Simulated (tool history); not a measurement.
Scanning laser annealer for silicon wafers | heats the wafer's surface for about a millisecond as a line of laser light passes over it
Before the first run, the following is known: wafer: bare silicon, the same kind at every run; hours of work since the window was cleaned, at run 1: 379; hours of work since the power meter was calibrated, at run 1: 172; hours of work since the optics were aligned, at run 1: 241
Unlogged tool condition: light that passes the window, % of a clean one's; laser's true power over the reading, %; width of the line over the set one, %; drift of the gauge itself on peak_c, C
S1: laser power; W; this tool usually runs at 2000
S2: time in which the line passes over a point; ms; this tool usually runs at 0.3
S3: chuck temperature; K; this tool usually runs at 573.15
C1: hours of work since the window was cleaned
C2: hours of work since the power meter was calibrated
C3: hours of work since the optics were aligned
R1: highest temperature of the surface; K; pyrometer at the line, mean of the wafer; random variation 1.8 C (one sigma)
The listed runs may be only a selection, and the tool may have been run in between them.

Run 1, hour 0: usual settings; C1 379; C2 172; C3 241. Result: R1 1284.15 K.
At hour 12.1: window over the wafer cleaned.
Run 2, hour 16: usual settings but S1 2171 W; C1 3; C2 181; C3 251. Result: R1 1386.15 K.
Run 3, hour 38.6: usual settings but S1 2171 W; C1 18; C2 197; C3 266. Result: R1 1386.15 K.
Run 4, hour 58.5: usual settings but S1 2171 W; C1 32; C2 211; C3 280. Result: R1 1384.15 K.
Run 5, hour 81.3: usual settings but S1 2171 W; C1 47; C2 226; C3 295. Result: R1 1381.15 K.
Run 6, hour 105.4: usual settings but S1 2171 W; C1 64; C2 243; C3 312. Result: R1 1386.15 K.
Run 7, hour 129.3: usual settings but S2 0.371 ms; C1 80; C2 259; C3 328. Result: R1 1393.15 K.
Run 8, hour 143.4: usual settings but S2 0.371 ms; C1 90; C2 269; C3 338. Result: R1 1392.15 K.
Run 9, hour 162.5: usual settings but S2 0.259 ms; C1 103; C2 282; C3 351. Result: R1 1251.15 K.
Run 10, hour 179.3: usual settings but S1 1971 W; C1 115; C2 293; C3 363. Result: R1 1292.15 K.
Run 11, hour 197.8: usual settings but S2 0.256 ms; C1 127; C2 306; C3 375. Result: R1 1243.15 K.
Run 12, hour 218.7: usual settings but S2 0.256 ms; C1 142; C2 320; C3 390. Result: R1 1241.15 K.
Run 13, hour 233.6: usual settings but S2 0.254 ms; C1 152; C2 331; C3 400. Result: R1 1241.15 K.
Run 14, hour 256: usual settings but S3 537.15 K; C1 167; C2 346; C3 415. Result: R1 1265.15 K.
Run 15, hour 270.5: usual settings but S3 537.15 K; C1 177; C2 356; C3 425. Result: R1 1263.15 K.
Run 16, hour 295.6: usual settings but S3 537.15 K; C1 194; C2 373; C3 442. Result: R1 1266.15 K.
Run 17, hour 312.8: usual settings but S1 1850 W, S2 0.235 ms, S3 553.15 K; C1 206; C2 385; C3 454. Result: R1 1131.15 K.
Run 18, hour 332.7: usual settings but S1 1850 W, S2 0.235 ms, S3 553.15 K; C1 220; C2 398; C3 468. Result: R1 1134.15 K.
Run 19, hour 347.2: usual settings but S1 1878 W, S2 0.235 ms, S3 598.15 K; C1 230; C2 408; C3 478. Result: R1 1186.15 K.
Run 20, hour 358.2: usual settings but S1 1783 W, S2 0.31 ms, S3 553.15 K; C1 237; C2 416; C3 485. Result: R1 1192.15 K.
Run 21, hour 368.8: usual settings but S2 0.302 ms; C1 245; C2 423; C3 492. Result: R1 1297.15 K.
Run 22, hour 390.5: usual settings but S1 1863 W, S2 0.299 ms; C1 259; C2 438; C3 507. Result: R1 1237.15 K.
Run 23, hour 407.5: usual settings but S1 1863 W, S2 0.344 ms; C1 271; C2 450; C3 519. Result: R1 1282.15 K.
Run 24, hour 419: usual settings but S1 2021 W, S2 0.222 ms, S3 539.15 K; C1 279; C2 458; C3 527. Result: R1 1160.15 K.
Run 25, hour 434.2: usual settings but S1 2102 W, S2 0.305 ms, S3 563.15 K; C1 289; C2 468; C3 537. Result: R1 1330.15 K.
Run 26, hour 448.2: usual settings but S1 1969 W, S2 0.305 ms, S3 563.15 K; C1 299; C2 478; C3 547. Result: R1 1273.15 K.
Run 27, hour 460.1: usual settings but S1 1723 W, S2 0.371 ms, S3 558.15 K; C1 307; C2 486; C3 555. Result: R1 1227.15 K.
Run 28, hour 474.4: usual settings but S1 1723 W, S2 0.371 ms, S3 558.15 K; C1 317; C2 496; C3 565. Result: R1 1231.15 K.
Run 29, hour 491: usual settings but S1 1723 W, S2 0.371 ms, S3 558.15 K; C1 328; C2 507; C3 576. Result: R1 1228.15 K.

Entry by entry between the runs, the difference in hidden state between the last listed run before and the first listed run after:
Logged between run 1 and run 2: window over the wafer cleaned (hour 12.1)
  light that passes the window, % of a clean one's: 96.84 -> 99.89; width of the line over the set one, %: 0.62 -> 0.64
  measured result minus the result with no hidden state, R1: -30 -> -4 K
